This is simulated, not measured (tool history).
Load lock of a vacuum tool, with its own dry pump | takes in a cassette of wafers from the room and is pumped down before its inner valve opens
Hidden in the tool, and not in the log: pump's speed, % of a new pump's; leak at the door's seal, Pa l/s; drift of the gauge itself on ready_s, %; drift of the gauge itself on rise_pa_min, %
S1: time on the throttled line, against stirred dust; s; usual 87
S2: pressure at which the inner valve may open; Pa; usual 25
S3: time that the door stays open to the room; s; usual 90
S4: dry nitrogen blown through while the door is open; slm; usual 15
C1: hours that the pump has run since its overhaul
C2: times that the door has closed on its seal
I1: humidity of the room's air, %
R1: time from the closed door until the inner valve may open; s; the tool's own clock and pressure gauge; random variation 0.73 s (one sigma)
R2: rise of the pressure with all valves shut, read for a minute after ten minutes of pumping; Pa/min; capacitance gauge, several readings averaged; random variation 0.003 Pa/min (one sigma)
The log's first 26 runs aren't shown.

Run 27, hour 4774.5: usual settings but S1 100 s, S4 5 slm; C1 8596; C2 27062; I1 44.2. Result: R1 156.3 s, R2 0.334 Pa/min.
Run 28, hour 5003.1: usual settings but S1 47 s, S2 31 Pa, S3 75 s; C1 8824; C2 27476; I1 43.6. Result: R1 115.6 s, R2 0.330 Pa/min.
Run 29, hour 5221.0: usual settings but S1 121 s, S2 31 Pa, S3 75 s, S4 4 slm; C1 9042; C2 27870; I1 45.0. Result: R1 170.9 s, R2 0.353 Pa/min.
Run 30, hour 5389.3: usual settings but S1 100 s, S2 31 Pa, S3 199 s, S4 10 slm; C1 9211; C2 28175; I1 44.2. Result: R1 155.3 s, R2 0.374 Pa/min.
Run 31, hour 5512.8: usual settings but S3 97 s, S4 24 slm; C1 9334; C2 28398; I1 43.5. Result: R1 148.5 s, R2 0.341 Pa/min.
Run 32, hour 5640.1: usual settings but S3 97 s, S4 24 slm; C1 9461; C2 28628; I1 47.3. Result: R1 148.1 s, R2 0.344 Pa/min.
Run 33, hour 5871.6: usual settings but S1 139 s, S2 19 Pa, S3 27 s, S4 8 slm; C1 9693; C2 29047; I1 44.4. Result: R1 192.5 s, R2 0.345 Pa/min.
Run 34, hour 6049.9: usual settings but S1 139 s, S2 19 Pa, S3 27 s, S4 8 slm; C1 9871; C2 29370; I1 44.8. Result: R1 189.9 s, R2 0.344 Pa/min.
Run 35, hour 6203.1: usual settings but S1 139 s, S2 19 Pa, S3 27 s, S4 8 slm; C1 10024; C2 29647; I1 45.9. Result: R1 190.3 s, R2 0.357 Pa/min.
Run 36, hour 6353.8: usual settings but S1 139 s, S2 19 Pa, S3 27 s, S4 8 slm; C1 10175; C2 29920; I1 45.4. Result: R1 191.4 s, R2 0.361 Pa/min.
Run 37, hour 6519.5: usual settings but S1 83 s, S4 28 slm; C1 10341; C2 30220; I1 45.5. Result: R1 146.4 s, R2 0.367 Pa/min.
Run 38, hour 6624.5: usual settings but S1 83 s, S2 47 Pa, S3 116 s, S4 28 slm; C1 10446; C2 30410; I1 43.0. Result: R1 140.0 s, R2 0.377 Pa/min.

3 ways to go on from here, each from the tool as it stands after run 38. What would each give?
Run A, hour 6873.5: usual settings but S2 18 Pa, S4 12 slm; C1 10695; C2 30860; I1 46.7. Result: R1 ?, R2 ?.
Run B, hour 6873.5: usual settings but S1 68 s, S2 41 Pa, S3 185 s; C1 10695; C2 30860; I1 44.3. Result: R1 ?, R2 ?.
Run C, hour 6873.5: usual settings but S1 83 s, S3 70 s, S4 7 slm; C1 10695; C2 30860; I1 45.0. Result: R1 ?, R2 ?.

run     R1     R2
  A  152.1  0.396
  B  129.5  0.396
  C  145.4  0.398
Without the tool's hidden state the same runs would have given:
run     R1     R2
  A  142.9  0.049
  B  120.9  0.052
  C  136.5  0.048

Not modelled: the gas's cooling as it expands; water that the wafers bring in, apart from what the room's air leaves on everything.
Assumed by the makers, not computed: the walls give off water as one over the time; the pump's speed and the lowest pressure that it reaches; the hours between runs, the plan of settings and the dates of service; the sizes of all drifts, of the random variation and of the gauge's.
